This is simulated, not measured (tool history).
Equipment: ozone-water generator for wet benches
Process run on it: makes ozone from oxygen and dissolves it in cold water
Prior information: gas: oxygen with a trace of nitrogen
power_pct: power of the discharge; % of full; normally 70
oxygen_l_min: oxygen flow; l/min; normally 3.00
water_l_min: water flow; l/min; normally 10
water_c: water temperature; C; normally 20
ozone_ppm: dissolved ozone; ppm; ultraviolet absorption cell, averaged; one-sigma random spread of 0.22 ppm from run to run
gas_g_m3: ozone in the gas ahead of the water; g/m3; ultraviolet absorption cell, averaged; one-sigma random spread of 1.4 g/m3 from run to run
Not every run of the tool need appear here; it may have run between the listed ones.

run 1 hour=0.0 | power_pct=70 oxygen_l_min=3.00 water_l_min=10 water_c=20 | ozone_ppm=32.9 gas_g_m3=272.4
run 2 hour=25.4 | power_pct=70 oxygen_l_min=3.00 water_l_min=10 water_c=15 | ozone_ppm=35.3 gas_g_m3=270.0
run 3 hour=56.5 | power_pct=70 oxygen_l_min=3.00 water_l_min=10 water_c=15 | ozone_ppm=36.0 gas_g_m3=271.7
run 4 hour=80.1 | power_pct=70 oxygen_l_min=3.00 water_l_min=10 water_c=20 | ozone_ppm=32.9 gas_g_m3=268.6
run 5 hour=103.5 | power_pct=70 oxygen_l_min=3.00 water_l_min=10 water_c=20 | ozone_ppm=33.0 gas_g_m3=267.5
run 6 hour=144.2 | power_pct=70 oxygen_l_min=2.65 water_l_min=10 water_c=20 | ozone_ppm=33.8 gas_g_m3=292.7
run 7 hour=172.9 | power_pct=70 oxygen_l_min=3.00 water_l_min=10 water_c=20 | ozone_ppm=33.1 gas_g_m3=269.4
run 8 hour=203.9 | power_pct=70 oxygen_l_min=3.00 water_l_min=10 water_c=20 | ozone_ppm=33.1 gas_g_m3=267.1
run 9 hour=243.1 | power_pct=70 oxygen_l_min=3.00 water_l_min=8 water_c=20 | ozone_ppm=39.0 gas_g_m3=269.4
run 10 hour=278.0 | power_pct=70 oxygen_l_min=3.00 water_l_min=8 water_c=20 | ozone_ppm=39.2 gas_g_m3=268.0
run 11 hour=300.4 | power_pct=70 oxygen_l_min=3.00 water_l_min=8 water_c=20 | ozone_ppm=38.9 gas_g_m3=269.4
run 12 hour=336.7 | power_pct=70 oxygen_l_min=3.05 water_l_min=8 water_c=20 | ozone_ppm=39.1 gas_g_m3=267.8
run 13 hour=367.3 | power_pct=64 oxygen_l_min=3.05 water_l_min=11 water_c=17 | ozone_ppm=30.6 gas_g_m3=253.8
run 14 hour=387.5 | power_pct=64 oxygen_l_min=3.05 water_l_min=11 water_c=17 | ozone_ppm=30.5 gas_g_m3=254.2
run 15 hour=405.7 | power_pct=64 oxygen_l_min=3.05 water_l_min=11 water_c=17 | ozone_ppm=30.7 gas_g_m3=254.9
run 16 hour=437.0 | power_pct=70 oxygen_l_min=3.00 water_l_min=10 water_c=20 | ozone_ppm=33.5 gas_g_m3=269.2
run 17 hour=465.3 | power_pct=99 oxygen_l_min=3.65 water_l_min=11 water_c=13 | ozone_ppm=40.4 gas_g_m3=288.5
run 18 hour=495.3 | power_pct=99 oxygen_l_min=3.65 water_l_min=11 water_c=13 | ozone_ppm=39.9 gas_g_m3=286.2
run 19 hour=517.2 | power_pct=70 oxygen_l_min=4.95 water_l_min=10 water_c=20 | ozone_ppm=30.7 gas_g_m3=202.0
run 20 hour=538.4 | power_pct=70 oxygen_l_min=4.95 water_l_min=10 water_c=20 | ozone_ppm=30.7 gas_g_m3=200.0
run 21 hour=561.7 | power_pct=70 oxygen_l_min=4.95 water_l_min=10 water_c=20 | ozone_ppm=30.9 gas_g_m3=201.5
run 22 hour=589.8 | power_pct=70 oxygen_l_min=2.55 water_l_min=7 water_c=17 | ozone_ppm=45.9 gas_g_m3=298.3
run 23 hour=608.6 | power_pct=52 oxygen_l_min=2.52 water_l_min=10 water_c=16 | ozone_ppm=30.4 gas_g_m3=256.4

The log once held 1 entry between its listed runs, left out of this copy. Where does each go, and what is different about the tool's unlogged condition between the listed run before it and the listed run after it?
Logged between run 6 and run 7: contactor cleaned (hour 172.5)
  contactor's efficiency, % of a clean one's: 99.9 -> 100
